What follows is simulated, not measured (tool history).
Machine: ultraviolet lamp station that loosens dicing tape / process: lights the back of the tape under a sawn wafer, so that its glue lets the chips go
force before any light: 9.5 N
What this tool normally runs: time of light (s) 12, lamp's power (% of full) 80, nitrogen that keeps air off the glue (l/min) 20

run,hour,time of light (s),lamp's power (% of full),nitrogen that keeps air off the glue (l/min),force that peels the tape off (N),light that reached the tape (J/m2)
1,0,12,80,20,0.756,3100
2,6.8,12,80,23,0.764,3140
3,13.6,12,80,20,0.79,3110
4,22.2,8,80,20,1.742,2100
5,31.1,12,80,20,0.814,3120
6,36.8,12,80,20,0.782,3120
7,43.5,12,80,20,0.772,3060
8,53.2,12,80,20,0.786,3080
9,61.9,12,80,20,0.806,3100
10,68.2,12,100,20,0.475,3860
11,74.8,12,80,20,0.795,3110
12,82,12,80,20,0.794,3100
13,86.2,12,80,20,0.801,3050
14,96.1,12,80,20,0.807,3090
15,101.3,12,80,20,0.804,3060
16,108.4,12,80,20,0.796,3070
17,112.8,7,80,20,2.11,1780
18,117.7,7,80,20,2.226,1780
19,128.1,7,80,20,2.159,1770
20,138.4,7,80,20,2.157,1780
21,146.2,8,80,20,1.735,2060
22,156.3,12,80,8,1.413,3030
23,161.3,11,80,20,0.99,2800
24,170.7,12,61,8,2.203,2340
25,175.2,12,98,12,0.764,3770
26,182.8,12,98,12,0.793,3720
27,190.6,23,88,20,0.212,6290
28,197.8,14,85,33,0.417,3770
29,207.3,14,85,33,0.416,3730
30,214.4,15,80,15,0.629,3750
31,221.4,7,80,20,2.186,1760
32,230.8,12,89,13,0.88,3350
33,237.6,10,88,20,1.006,2760
34,243.9,16,88,20,0.385,4380
35,254,11,77,20,1.121,2660
36,260,12,98,7,1.1,3650
37,266.2,6,75,22,2.772,1380
38,270.4,6,75,7,4.029,1400
39,278.5,6,61,13,3.935,1120
40,288.6,6,61,13,4.058,1160
41,294.8,12,79,20,0.873,2960
42,304.3,12,79,20,0.9,2960
43,311.1,12,79,20,0.913,2900
44,315.4,10,79,10,1.898,2390

A few steps of force that peels the tape off (N) between consecutive runs. Split each: what settings, incoming material and random variation would produce without the hidden state, and what is left over for the hidden state, along with gauge scatter present in only one of the two compared results (measured, and without hidden state):
Hidden state present: lamp's light, % of a new lamp's; light that the window lets through, % of a clean one's; drift of the gauge itself on peel_n, %; drift of the gauge itself on dose_mj_cm2, %.
Run 30 -> 31: time of light (s) 15 -> 7, nitrogen that keeps air off the glue (l/min) 15 -> 20. force that peels the tape off (N) +1.557: hidden state +0.194, all else +1.363.
Run 34 -> 35: time of light (s) 16 -> 11, lamp's power (% of full) 88 -> 77. force that peels the tape off (N) +0.736: hidden state +0.158, all else +0.578.
Run 36 -> 37: time of light (s) 12 -> 6, lamp's power (% of full) 98 -> 75, nitrogen that keeps air off the glue (l/min) 7 -> 22. force that peels the tape off (N) +1.672: hidden state +0.148, all else +1.524.
Run 40 -> 41: time of light (s) 6 -> 12, lamp's power (% of full) 61 -> 79, nitrogen that keeps air off the glue (l/min) 13 -> 20. force that peels the tape off (N) -3.185: hidden state -0.219, all else -2.966.
